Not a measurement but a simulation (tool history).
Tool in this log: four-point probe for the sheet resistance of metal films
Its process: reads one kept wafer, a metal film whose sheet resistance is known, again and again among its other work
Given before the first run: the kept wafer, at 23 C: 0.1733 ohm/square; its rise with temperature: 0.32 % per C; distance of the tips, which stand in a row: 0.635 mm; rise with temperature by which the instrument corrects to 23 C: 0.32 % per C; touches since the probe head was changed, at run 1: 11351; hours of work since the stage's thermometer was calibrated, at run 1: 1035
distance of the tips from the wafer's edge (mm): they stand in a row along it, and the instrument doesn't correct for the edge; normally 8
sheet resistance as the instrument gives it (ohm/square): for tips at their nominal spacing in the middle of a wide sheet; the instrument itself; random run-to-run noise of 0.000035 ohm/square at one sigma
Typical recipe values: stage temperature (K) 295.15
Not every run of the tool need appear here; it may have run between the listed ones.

run	hour	stage temperature (K)	distance of the tips from the wafer's edge (mm)	touches since the probe head was changed	hours of work since the stage's thermometer was calibrated	sheet resistance as the instrument gives it (ohm/square)
1	0	295.15	8	11351	1035	0.173907
2	45.1	295.15	8	13649	1061	0.173894
3	104.6	295.15	8	16680	1096	0.173869
4	197.1	295.15	8	21397	1150	0.173856
5	249.7	295.15	8	24076	1181	0.173887
6	323.9	295.15	45	27859	1225	0.173294
7	420.2	295.15	8	32768	1281	0.173809
8	484.2	295.15	8	36031	1319	0.173879
9	526.3	295.15	8	38173	1343	0.173878
10	605.3	295.15	8	42200	1390	0.173933
11	690.4	295.15	8	46539	1439	0.173828
12	778	295.15	8	51002	1491	0.173874
13	869.2	295.15	5	55653	1544	0.1748
14	967	295.15	5	60635	1602	0.17476
15	1038.4	295.15	5	64276	1644	0.174771
16	1119.9	307.15	8	68428	1691	0.173938
17	1207.4	307.15	8	72887	1743	0.173927
18	1258.4	307.15	8	75489	1772	0.17399
19	1357.3	307.15	8	80532	1831	0.173991
20	1446.7	295.15	30	85084	1883	0.173299
# hour 1459.7: new probe head fitted
21	1492.5	295.15	30	1674	1909	0.173325
22	1541.8	295.15	30	4185	1938	0.173383
23	1619.6	295.15	30	8148	1984	0.173357
24	1713.4	295.15	30	12931	2039	0.173333
25	1756.6	300.15	5	15133	2064	0.174776
# hour 1771.5: stage's thermometer calibrated
26	1798.3	300.15	39	17231	16	0.173318
27	1844	296.15	6	19562	42	0.174374
28	1937.5	296.15	6	24329	97	0.174362
29	1978.5	296.15	6	26415	121	0.174401
30	2069.8	304.15	6	31072	175	0.174435
31	2153.9	304.15	6	35357	224	0.174377
32	2227.7	304.15	6	39121	267	0.174394
33	2286.3	304.15	6	42104	302	0.174422
34	2342.3	304.15	6	44958	335	0.174423
35	2384.1	303.15	7	47090	359	0.174086
36	2451.1	295.15	38	50506	398	0.173262
37	2517.2	297.15	8	53875	437	0.173863
38	2564.2	297.15	8	56268	465	0.173868
39	2646	299.15	7	60438	513	0.174078
40	2715.7	292.15	9	63992	554	0.17371
41	2785.7	291.15	39	67559	595	0.173263
42	2863.2	298.15	12	71508	640	0.173598
43	2914.7	294.15	4	74132	670	0.175589
44	2962	294.15	24	76542	698	0.173352
45	3024.8	294.15	10	79746	735	0.173635
46	3079.4	300.15	24	82528	767	0.173426

Below are 3 alternative next runs, each starting from the tool's condition after run 46. Predict each:
A	3132.7	308.15	4	85243	798	?
B	3132.7	293.15	5	85243	798	?
C	3132.7	293.15	8	85243	798	?

run	sheet resistance as the instrument gives it (ohm/square)
A	0.175642
B	0.174712
C	0.17382
Without the tool's hidden state the same runs would have given:
run	sheet resistance as the instrument gives it (ohm/square)
A	0.175664
B	0.174733
C	0.173841
